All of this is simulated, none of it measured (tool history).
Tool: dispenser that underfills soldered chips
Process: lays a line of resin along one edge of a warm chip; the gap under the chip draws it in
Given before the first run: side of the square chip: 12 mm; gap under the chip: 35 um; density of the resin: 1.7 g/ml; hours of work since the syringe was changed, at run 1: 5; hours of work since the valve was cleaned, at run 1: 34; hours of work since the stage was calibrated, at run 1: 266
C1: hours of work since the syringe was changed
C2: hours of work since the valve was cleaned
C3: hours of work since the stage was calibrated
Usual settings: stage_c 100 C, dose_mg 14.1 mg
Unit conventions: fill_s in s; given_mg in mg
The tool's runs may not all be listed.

{"run": 1, "hour": 0.0, "stage_c": 100, "dose_mg": 14.1, "C1": 5, "C2": 34, "C3": 266, "fill_s": 168.1, "given_mg": 13.85}
{"run": 2, "hour": 4.3, "stage_c": 100, "dose_mg": 14.8, "C1": 8, "C2": 38, "C3": 270, "fill_s": 214.0, "given_mg": 14.38}
{"hour": 9.6, "done": "new syringe of resin"}
{"run": 3, "hour": 9.9, "stage_c": 112, "dose_mg": 14.8, "C1": 0, "C2": 42, "C3": 274, "fill_s": 74.1, "given_mg": 14.51}
{"run": 4, "hour": 13.6, "stage_c": 112, "dose_mg": 14.8, "C1": 3, "C2": 45, "C3": 277, "fill_s": 91.5, "given_mg": 14.4}
{"run": 5, "hour": 17.3, "stage_c": 100, "dose_mg": 14.7, "C1": 6, "C2": 48, "C3": 280, "fill_s": 181.0, "given_mg": 14.34}
{"run": 6, "hour": 23.2, "stage_c": 100, "dose_mg": 14.7, "C1": 11, "C2": 53, "C3": 285, "fill_s": 259.3, "given_mg": 14.23}
{"hour": 25.0, "done": "new syringe of resin"}
{"run": 7, "hour": 27.6, "stage_c": 100, "dose_mg": 14.7, "C1": 2, "C2": 56, "C3": 288, "fill_s": 134.9, "given_mg": 14.2}
{"run": 8, "hour": 33.1, "stage_c": 100, "dose_mg": 14.7, "C1": 6, "C2": 60, "C3": 292, "fill_s": 187.3, "given_mg": 14.23}
{"run": 9, "hour": 37.6, "stage_c": 100, "dose_mg": 14.7, "C1": 10, "C2": 64, "C3": 296, "fill_s": 239.7, "given_mg": 14.15}
{"hour": 40.4, "done": "new syringe of resin"}
{"run": 10, "hour": 41.3, "stage_c": 99, "dose_mg": 14.1, "C1": 1, "C2": 66, "C3": 299, "fill_s": 128.7, "given_mg": 13.48}
{"run": 11, "hour": 47.9, "stage_c": 100, "dose_mg": 17.4, "C1": 6, "C2": 72, "C3": 304, "fill_s": 181.2, "given_mg": 16.75}
{"hour": 54.3, "done": "stage's temperature calibrated"}
{"run": 12, "hour": 55.4, "stage_c": 100, "dose_mg": 12.6, "C1": 11, "C2": 77, "C3": 1, "fill_s": 295.5, "given_mg": 12.09}
{"hour": 56.9, "done": "new syringe of resin"}
{"run": 13, "hour": 61.0, "stage_c": 100, "dose_mg": 12.6, "C1": 3, "C2": 81, "C3": 5, "fill_s": 166.9, "given_mg": 11.99}
{"run": 14, "hour": 66.7, "stage_c": 100, "dose_mg": 12.6, "C1": 8, "C2": 86, "C3": 10, "fill_s": 224.5, "given_mg": 11.95}
{"hour": 71.8, "done": "dispensing valve cleaned and set on the balance"}
{"run": 15, "hour": 71.8, "stage_c": 100, "dose_mg": 14.1, "C1": 11, "C2": 0, "C3": 13, "fill_s": 283.8, "given_mg": 13.99}
{"hour": 73.2, "done": "new syringe of resin"}
{"run": 16, "hour": 76.8, "stage_c": 100, "dose_mg": 12.5, "C1": 3, "C2": 4, "C3": 17, "fill_s": 159.8, "given_mg": 12.39}
{"run": 17, "hour": 82.3, "stage_c": 100, "dose_mg": 12.5, "C1": 7, "C2": 8, "C3": 21, "fill_s": 214.5, "given_mg": 12.46}
{"hour": 88.8, "done": "new syringe of resin"}
{"run": 18, "hour": 90.4, "stage_c": 100, "dose_mg": 16.0, "C1": 1, "C2": 14, "C3": 27, "fill_s": 134.0, "given_mg": 15.85}
{"run": 19, "hour": 97.5, "stage_c": 87, "dose_mg": 12.8, "C1": 7, "C2": 20, "C3": 33, "fill_s": 361.0, "given_mg": 12.6}
{"hour": 104.5, "done": "new syringe of resin"}
{"run": 20, "hour": 104.8, "stage_c": 98, "dose_mg": 16.9, "C1": 0, "C2": 26, "C3": 38, "fill_s": 136.2, "given_mg": 16.68}
{"run": 21, "hour": 111.6, "stage_c": 89, "dose_mg": 17.8, "C1": 6, "C2": 31, "C3": 44, "fill_s": 295.5, "given_mg": 17.6}
{"run": 22, "hour": 115.8, "stage_c": 108, "dose_mg": 12.1, "C1": 9, "C2": 34, "C3": 47, "fill_s": 180.8, "given_mg": 11.77}
{"hour": 120.1, "done": "new syringe of resin"}
{"run": 23, "hour": 121.0, "stage_c": 107, "dose_mg": 12.1, "C1": 1, "C2": 38, "C3": 51, "fill_s": 97.6, "given_mg": 11.98}
{"run": 24, "hour": 126.1, "stage_c": 101, "dose_mg": 17.1, "C1": 5, "C2": 42, "C3": 55, "fill_s": 162.4, "given_mg": 16.65}
{"run": 25, "hour": 130.7, "stage_c": 89, "dose_mg": 14.1, "C1": 8, "C2": 46, "C3": 59, "fill_s": 355.4, "given_mg": 13.82}
{"hour": 136.0, "done": "new syringe of resin"}
{"run": 26, "hour": 138.7, "stage_c": 100, "dose_mg": 15.4, "C1": 2, "C2": 52, "C3": 65, "fill_s": 141.0, "given_mg": 14.89}
{"run": 27, "hour": 142.8, "stage_c": 100, "dose_mg": 15.4, "C1": 5, "C2": 55, "C3": 68, "fill_s": 182.1, "given_mg": 14.9}
{"run": 28, "hour": 149.1, "stage_c": 100, "dose_mg": 17.8, "C1": 10, "C2": 60, "C3": 73, "fill_s": 260.3, "given_mg": 17.28}
{"hour": 151.5, "done": "new syringe of resin"}
{"run": 29, "hour": 154.6, "stage_c": 100, "dose_mg": 14.9, "C1": 2, "C2": 64, "C3": 77, "fill_s": 150.4, "given_mg": 14.43}
{"run": 30, "hour": 159.4, "stage_c": 100, "dose_mg": 14.9, "C1": 6, "C2": 68, "C3": 81, "fill_s": 196.8, "given_mg": 14.35}
{"run": 31, "hour": 165.1, "stage_c": 105, "dose_mg": 12.5, "C1": 11, "C2": 73, "C3": 86, "fill_s": 230.1, "given_mg": 11.95}
{"hour": 167.1, "done": "new syringe of resin"}
{"run": 32, "hour": 172.5, "stage_c": 105, "dose_mg": 12.5, "C1": 4, "C2": 79, "C3": 91, "fill_s": 144.4, "given_mg": 11.88}
{"run": 33, "hour": 180.0, "stage_c": 105, "dose_mg": 12.5, "C1": 10, "C2": 84, "C3": 97, "fill_s": 219.2, "given_mg": 11.9}
{"hour": 182.4, "done": "new syringe of resin"}
{"hour": 187.1, "done": "dispensing valve cleaned and set on the balance"}
{"run": 34, "hour": 187.1, "stage_c": 105, "dose_mg": 12.5, "C1": 3, "C2": 0, "C3": 102, "fill_s": 125.6, "given_mg": 12.41}
{"run": 35, "hour": 192.7, "stage_c": 108, "dose_mg": 14.1, "C1": 7, "C2": 4, "C3": 106, "fill_s": 149.9, "given_mg": 14.13}
{"run": 36, "hour": 196.2, "stage_c": 108, "dose_mg": 14.6, "C1": 10, "C2": 7, "C3": 109, "fill_s": 188.0, "given_mg": 14.66}

How would selected steps in fill_s from run to run divide? Give the signed amount a tool lacking its hidden state would still show from settings, what came in and random variation, and the signed amount left for the hidden state, including any gauge scatter that is not in both of the compared results.
The tool's hidden condition here consists of: resin's viscosity, % of fresh resin's; dose that the valve gives, % of what is set; true chip temperature over the reading, C; drift of the gauge itself on fill_s, %; drift of the gauge itself on given_mg, %.
Run 12 -> 13: new syringe of resin. fill_s -128.6 s: hidden state -129.7, all else +1.1.
Run 18 -> 19: stage_c 100 -> 87, dose_mg 16.0 -> 12.8. fill_s +227.0 s: hidden state +128.9, all else +98.1.
Run 19 -> 20: stage_c 87 -> 98, dose_mg 12.8 -> 16.9, new syringe of resin. fill_s -224.8 s: hidden state -136.6, all else -88.2.
Run 25 -> 26: stage_c 89 -> 100, dose_mg 14.1 -> 15.4, new syringe of resin. fill_s -214.4 s: hidden state -140.0, all else -74.4.
